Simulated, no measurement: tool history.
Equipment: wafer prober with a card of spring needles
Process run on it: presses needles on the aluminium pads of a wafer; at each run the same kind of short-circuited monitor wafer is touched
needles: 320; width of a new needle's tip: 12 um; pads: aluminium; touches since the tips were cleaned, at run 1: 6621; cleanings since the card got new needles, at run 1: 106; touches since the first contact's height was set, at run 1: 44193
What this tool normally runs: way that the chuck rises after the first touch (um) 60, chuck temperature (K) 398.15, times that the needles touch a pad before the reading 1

| run | day | way that the chuck rises after the first touch (um) | chuck temperature (K) | times that the needles touch a pad before the reading | touches since the tips were cleaned | cleanings since the card got new needles | touches since the first contact's height was set | resistance of one needle with its contact and lead (mohm) | way that a needle slides on the pad (um) |
|---|---|---|---|---|---|---|---|---|---|
| 1 | 0 | 60 | 398.15 | 1 | 6621 | 106 | 44193 | 294 | 16.29 |
|  | 0.179 | tips cleaned on abrasive film |
|  | 0.983 | tips cleaned on abrasive film |
| 2 | 1.6 | 60 | 398.15 | 1 | 6955 | 108 | 62123 | 291 | 16.2 |
|  | 1.775 | tips cleaned on abrasive film |
|  | 1.788 | height of the first contact set anew |
|  | 2.55 | tips cleaned on abrasive film |
|  | 3.321 | tips cleaned on abrasive film |
| 3 | 3.408 | 43 | 398.15 | 1 | 1031 | 111 | 18193 | 290 | 11.71 |
|  | 4.112 | tips cleaned on abrasive film |
|  | 4.854 | tips cleaned on abrasive film |
| 4 | 4.854 | 43 | 398.15 | 1 | 0 | 113 | 34390 | 277 | 11.64 |
|  | 5.583 | tips cleaned on abrasive film |
|  | 6.317 | tips cleaned on abrasive film |
| 5 | 6.533 | 60 | 398.15 | 1 | 2449 | 115 | 53180 | 280 | 16.22 |
|  | 7.112 | tips cleaned on abrasive film |
|  | 7.475 | height of the first contact set anew |
|  | 7.925 | tips cleaned on abrasive film |
| 6 | 8.529 | 60 | 398.15 | 1 | 6788 | 117 | 11807 | 292 | 16.37 |
|  | 8.75 | tips cleaned on abrasive film |
|  | 9.529 | tips cleaned on abrasive film |
| 7 | 10.2 | 60 | 398.15 | 1 | 7564 | 119 | 30527 | 297 | 16.31 |
|  | 10.379 | tips cleaned on abrasive film |
|  | 11.15 | tips cleaned on abrasive film |
|  | 11.908 | tips cleaned on abrasive film |
| 8 | 12.383 | 60 | 398.15 | 1 | 5338 | 122 | 54983 | 292 | 16.22 |
|  | 12.671 | tips cleaned on abrasive film |
|  | 13.062 | height of the first contact set anew |
|  | 13.417 | tips cleaned on abrasive film |
| 9 | 13.417 | 60 | 398.15 | 1 | 0 | 124 | 3922 | 275 | 16.35 |
|  | 14.238 | tips cleaned on abrasive film |
|  | 15.029 | tips cleaned on abrasive film |
| 10 | 15.517 | 57 | 398.15 | 1 | 5516 | 126 | 27513 | 296 | 15.48 |
|  | 15.767 | tips cleaned on abrasive film |
|  | 16.533 | tips cleaned on abrasive film |
| 11 | 16.808 | 57 | 398.15 | 1 | 3131 | 128 | 41977 | 291 | 15.41 |
|  | 17.333 | tips cleaned on abrasive film |
|  | 18.138 | tips cleaned on abrasive film |
| 12 | 18.396 | 57 | 398.15 | 1 | 2911 | 130 | 59748 | 289 | 15.36 |
|  | 18.65 | height of the first contact set anew |
|  | 18.925 | tips cleaned on abrasive film |
| 13 | 19.488 | 60 | 398.15 | 1 | 6314 | 131 | 9369 | 297 | 16.39 |
|  | 19.796 | tips cleaned on abrasive film |
|  | 20.533 | tips cleaned on abrasive film |
|  | 21.383 | tips cleaned on abrasive film |
| 14 | 21.446 | 60 | 398.15 | 1 | 681 | 134 | 31285 | 276 | 16.27 |
|  | 22.204 | tips cleaned on abrasive film |
|  | 22.958 | tips cleaned on abrasive film |
| 15 | 23.546 | 60 | 398.15 | 1 | 6602 | 136 | 54866 | 296 | 16.2 |
|  | 23.725 | tips cleaned on abrasive film |
|  | 24.383 | height of the first contact set anew |
|  | 24.562 | tips cleaned on abrasive film |
|  | 25.438 | tips cleaned on abrasive film |
| 16 | 25.525 | 59 | 316.15 | 1 | 954 | 139 | 12757 | 255 | 16.09 |
|  | 26.171 | tips cleaned on abrasive film |
|  | 26.958 | tips cleaned on abrasive film |
| 17 | 27.521 | 60 | 301.15 | 2 | 6309 | 141 | 35154 | 257 | 16.31 |
|  | 27.704 | tips cleaned on abrasive film |
|  | 28.45 | tips cleaned on abrasive film |
| 18 | 28.721 | 56 | 398.15 | 1 | 3086 | 143 | 48610 | 293 | 15.17 |
|  | 29.217 | tips cleaned on abrasive film |
|  | 29.933 | tips cleaned on abrasive film |
|  | 30.079 | height of the first contact set anew |
|  | 30.658 | tips cleaned on abrasive film |
| 19 | 30.8 | 67 | 308.15 | 1 | 1582 | 146 | 8037 | 257 | 18.32 |
|  | 31.454 | tips cleaned on abrasive film |
|  | 32.258 | tips cleaned on abrasive film |
|  | 32.967 | tips cleaned on abrasive film |
| 20 | 32.967 | 60 | 308.15 | 2 | 0 | 149 | 32316 | 246 | 16.33 |
|  | 33.808 | tips cleaned on abrasive film |
| 21 | 34.192 | 53 | 308.15 | 2 | 4329 | 150 | 46097 | 269 | 14.33 |
|  | 34.529 | tips cleaned on abrasive film |
| 22 | 35.15 | 53 | 308.15 | 2 | 6981 | 151 | 56812 | 268 | 14.32 |
|  | 35.317 | tips cleaned on abrasive film |
|  | 35.667 | height of the first contact set anew |
|  | 36.112 | tips cleaned on abrasive film |
| 23 | 36.4 | 65 | 380.15 | 2 | 3233 | 153 | 8221 | 272 | 17.78 |
|  | 36.833 | tips cleaned on abrasive film |
|  | 37.642 | tips cleaned on abrasive film |
| 24 | 38.092 | 65 | 380.15 | 2 | 5079 | 155 | 27223 | 277 | 17.69 |
|  | 38.362 | tips cleaned on abrasive film |
|  | 39.233 | tips cleaned on abrasive film |
| 25 | 39.508 | 65 | 380.15 | 2 | 3075 | 157 | 43050 | 275 | 17.66 |
|  | 39.983 | tips cleaned on abrasive film |
|  | 40.796 | tips cleaned on abrasive film |
|  | 41.388 | height of the first contact set anew |
|  | 41.658 | tips cleaned on abrasive film |
| 26 | 41.675 | 65 | 380.15 | 2 | 198 | 160 | 3185 | 264 | 17.74 |
|  | 42.367 | tips cleaned on abrasive film |
| 27 | 42.646 | 41 | 380.15 | 2 | 3128 | 161 | 14070 | 289 | 11.17 |
|  | 43.221 | tips cleaned on abrasive film |
|  | 43.946 | tips cleaned on abrasive film |
| 28 | 44.496 | 41 | 380.15 | 2 | 6157 | 163 | 34808 | 300 | 11.1 |

What if the next run were any one of these 4? Each begins from the tool's condition after run 28:
|  | 44.821 | tips cleaned on abrasive film |
|  | 45.542 | tips cleaned on abrasive film |
| A | 45.912 | 60 | 321.15 | 1 | 4161 | 165 | 50700 | ? | ? |
|  | 44.821 | tips cleaned on abrasive film |
|  | 45.542 | tips cleaned on abrasive film |
| B | 45.912 | 65 | 307.15 | 2 | 4161 | 165 | 50700 | ? | ? |
|  | 44.821 | tips cleaned on abrasive film |
|  | 45.542 | tips cleaned on abrasive film |
| C | 45.912 | 41 | 352.15 | 2 | 4161 | 165 | 50700 | ? | ? |
|  | 44.821 | tips cleaned on abrasive film |
|  | 45.542 | tips cleaned on abrasive film |
| D | 45.912 | 60 | 331.15 | 1 | 4161 | 165 | 50700 | ? | ? |

| run | resistance of one needle with its contact and lead (mohm) | way that a needle slides on the pad (um) |
|---|---|---|
| A | 272 | 16.25 |
| B | 262 | 17.6 |
| C | 288 | 11.04 |
| D | 279 | 16.24 |
What these runs would have given with no unlogged condition in the tool:
| run | resistance of one needle with its contact and lead (mohm) | way that a needle slides on the pad (um) |
|---|---|---|
| A | 247 | 16.42 |
| B | 248 | 17.78 |
| C | 257 | 11.21 |
| D | 254 | 16.41 |

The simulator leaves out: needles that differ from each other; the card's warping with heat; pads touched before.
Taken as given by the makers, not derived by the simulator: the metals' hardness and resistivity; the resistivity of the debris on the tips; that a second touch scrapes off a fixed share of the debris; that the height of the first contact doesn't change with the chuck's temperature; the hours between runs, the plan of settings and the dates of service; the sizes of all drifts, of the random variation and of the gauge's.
